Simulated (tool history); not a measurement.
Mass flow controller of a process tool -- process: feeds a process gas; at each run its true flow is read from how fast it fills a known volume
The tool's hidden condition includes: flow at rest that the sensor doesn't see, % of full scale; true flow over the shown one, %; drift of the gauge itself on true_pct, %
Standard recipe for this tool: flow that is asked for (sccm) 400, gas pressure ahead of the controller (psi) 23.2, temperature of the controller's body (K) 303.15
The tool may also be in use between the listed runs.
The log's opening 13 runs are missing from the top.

run	day	flow that is asked for (sccm)	gas pressure ahead of the controller (psi)	temperature of the controller's body (K)	hours of work since the controller was set to zero	hours of work since the controller was changed	true flow (%)
14	161.167	169	23.2	303.15	1633	1633	96.92
15	173.188	400	23.2	303.15	1854	1854	97.90
16	182.300	400	23.2	303.15	2021	2021	97.94
17	195.875	400	23.2	303.15	2269	2269	97.71
18	211.550	479	34.5	298.15	2557	2557	97.62
19	226.300	479	34.5	298.15	2827	2827	97.51
20	241.954	321	24.4	311.15	3114	3114	96.28
21	254.138	321	24.4	311.15	3337	3337	96.07
22	268.108	321	24.4	311.15	3593	3593	95.83
23	279.183	321	30.2	311.15	3796	3796	95.44
24	295.042	135	20.7	309.15	4087	4087	92.76
25	303.412	135	23.1	309.15	4241	4241	92.37
26	313.983	400	24.2	297.15	4434	4434	96.58
27	327.362	400	24.2	297.15	4680	4680	96.39
28	341.788	400	24.2	297.15	4944	4944	96.28
29	350.458	400	24.2	297.15	5103	5103	96.13
30	361.292	369	36.7	310.15	5301	5301	94.48
31	368.671	369	36.7	310.15	5437	5437	94.39
32	377.442	280	26.3	295.15	5597	5597	94.64
33	385.008	400	22.2	303.15	5736	5736	95.54

Alternative continuations, all from the tool just after run 33; predict every row:
A	399.262	400	36.4	303.15	5997	5997	?
B	399.262	400	23.2	295.15	5997	5997	?
C	399.262	453	23.2	301.15	5997	5997	?
D	399.262	486	23.2	304.15	5997	5997	?
E	399.262	466	24.1	302.15	5997	5997	?

run	true flow (%)
A	94.72
B	95.71
C	95.68
D	95.67
E	95.65
Without the tool's unlogged condition, the same runs would have read:
run	true flow (%)
A	98.54
B	99.54
C	99.23
D	99.08
E	99.15

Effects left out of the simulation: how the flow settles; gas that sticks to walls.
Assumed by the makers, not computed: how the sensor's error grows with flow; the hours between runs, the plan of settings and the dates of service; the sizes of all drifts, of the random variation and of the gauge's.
